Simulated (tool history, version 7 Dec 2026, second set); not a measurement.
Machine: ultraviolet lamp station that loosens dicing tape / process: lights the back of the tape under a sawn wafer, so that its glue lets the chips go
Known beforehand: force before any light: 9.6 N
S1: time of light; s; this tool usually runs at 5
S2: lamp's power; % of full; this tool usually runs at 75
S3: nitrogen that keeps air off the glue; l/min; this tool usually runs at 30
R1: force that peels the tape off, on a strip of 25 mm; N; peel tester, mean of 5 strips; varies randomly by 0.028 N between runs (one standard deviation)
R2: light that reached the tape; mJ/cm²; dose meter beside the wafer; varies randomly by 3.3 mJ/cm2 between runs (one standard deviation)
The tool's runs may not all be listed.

run,hour,S1,S2,S3,R1,R2
1,0,5,75,30,1.568,470
2,14.3,5,61,30,2.203,383
3,40.2,5,75,30,1.621,469
4,54.7,5,75,30,1.679,465
5,71.6,3,75,30,3.173,280
6,91.7,3,75,27,3.302,275
# hour 103.6: window cleaned of glue's vapour
7,117.4,3,75,27,3.111,294
8,138.6,5,75,30,1.517,484
9,156.8,5,75,30,1.556,473
10,180.7,5,75,30,1.553,479
11,198.9,5,75,30,1.577,476
12,226.3,5,75,30,1.62,468
13,241.8,5,75,30,1.6,470
14,262.1,5,75,30,1.613,467
15,279.1,5,75,30,1.649,461
16,291.7,5,75,30,1.611,463
17,310.8,7,75,30,0.892,647
18,334,7,75,30,0.917,636
19,345.2,7,75,30,0.923,636
20,372.1,7,75,30,0.925,631
21,399.2,7,75,30,0.893,627
22,426.2,7,75,30,0.957,624
23,437.7,6,75,23,1.592,534
24,456.1,6,75,23,1.601,537
25,480.1,7,85,11,1.607,702
26,496.4,7,85,11,1.611,696
27,509.7,7,61,31,1.451,498
28,528.9,7,61,31,1.396,494
29,552.9,7,67,35,1.176,539
30,577.8,7,67,35,1.166,539
31,600.6,7,67,35,1.166,529
32,624,5,75,26,2.055,427
33,645.4,7,83,51,0.624,645
34,668.2,7,83,51,0.625,647
35,687,6,64,30,1.868,425
36,702.1,6,75,13,2.462,493
37,719,6,75,13,2.404,490
38,737,5,64,25,2.738,349
39,757.4,9,67,35,0.79,652
40,784.2,9,67,35,0.818,653
# hour 793.1: window cleaned of glue's vapour
41,808.3,9,67,35,0.723,683

Each row is a separate what-if for the run after 41, all from the same tool condition, not one after another. Results?
A,835.1,7,73,18,?,?
B,835.1,5,75,29,?,?
C,835.1,2,80,39,?,?
D,835.1,6,67,35,?,?
E,835.1,9,63,49,?,?

run,R1,R2
A,1.655,579
B,1.917,429
C,4.455,179
D,1.549,450
E,0.673,638
With the hidden condition removed and each run's random variation left untouched, the same runs would have given:
run,R1,R2
A,1.15,712
B,1.369,526
C,3.747,220
D,1.07,554
E,0.443,785
